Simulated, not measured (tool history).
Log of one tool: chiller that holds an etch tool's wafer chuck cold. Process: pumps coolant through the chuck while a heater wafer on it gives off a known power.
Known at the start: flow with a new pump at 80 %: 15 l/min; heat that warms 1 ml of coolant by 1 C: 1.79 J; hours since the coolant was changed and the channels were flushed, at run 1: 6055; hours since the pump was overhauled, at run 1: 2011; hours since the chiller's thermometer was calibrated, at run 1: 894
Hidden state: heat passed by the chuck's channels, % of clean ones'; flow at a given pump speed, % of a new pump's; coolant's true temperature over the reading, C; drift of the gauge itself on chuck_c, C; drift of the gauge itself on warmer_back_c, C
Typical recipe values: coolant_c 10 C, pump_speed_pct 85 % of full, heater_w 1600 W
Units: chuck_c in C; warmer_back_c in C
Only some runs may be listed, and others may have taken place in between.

| run | hour | coolant_c | pump_speed_pct | heater_w | hours since the coolant was changed and the channels were flushed | hours since the pump was overhauled | hours since the chiller's thermometer was calibrated | chuck_c | warmer_back_c |
|---|---|---|---|---|---|---|---|---|---|
| 1 | 0 | 10 | 85 | 1600 | 6055 | 2011 | 894 | 23.6 | 3.37 |
| 2 | 34.2 | 10 | 85 | 1600 | 6089 | 2045 | 928 | 23.7 | 3.35 |
| 3 | 83.7 | 10 | 85 | 1600 | 6139 | 2095 | 978 | 23.4 | 3.4 |
| 4 | 112.6 | 10 | 85 | 1600 | 6168 | 2124 | 1007 | 23.7 | 3.4 |
| 5 | 150.7 | 10 | 85 | 1600 | 6206 | 2162 | 1045 | 23.6 | 3.38 |
| 6 | 185.7 | 6 | 85 | 1600 | 6241 | 2197 | 1080 | 19.6 | 3.38 |
| 7 | 227 | 6 | 85 | 1600 | 6282 | 2238 | 1121 | 19.5 | 3.32 |
|  | 245.3 | coolant changed, channels flushed |
| 8 | 273.3 | 10 | 63 | 1325 | 28 | 2279 | 1161 | 24.2 | 3.72 |
| 9 | 319.6 | 10 | 63 | 1325 | 74 | 2325 | 1208 | 24.2 | 3.74 |
| 10 | 341.3 | 2 | 87 | 1184 | 96 | 2347 | 1229 | 11.9 | 2.39 |

Run 11 comes next. What will it give?
| 11 | 363.9 | 2 | 72 | 2110 | 119 | 2369 | 1252 | ? | ? |

{"run 11": {"chuck_c": 22.4, "warmer_back_c": 5.18}}
With no hidden state in the tool, this same run would have given chuck_c 22.4 C, warmer_back_c 5.18 C.

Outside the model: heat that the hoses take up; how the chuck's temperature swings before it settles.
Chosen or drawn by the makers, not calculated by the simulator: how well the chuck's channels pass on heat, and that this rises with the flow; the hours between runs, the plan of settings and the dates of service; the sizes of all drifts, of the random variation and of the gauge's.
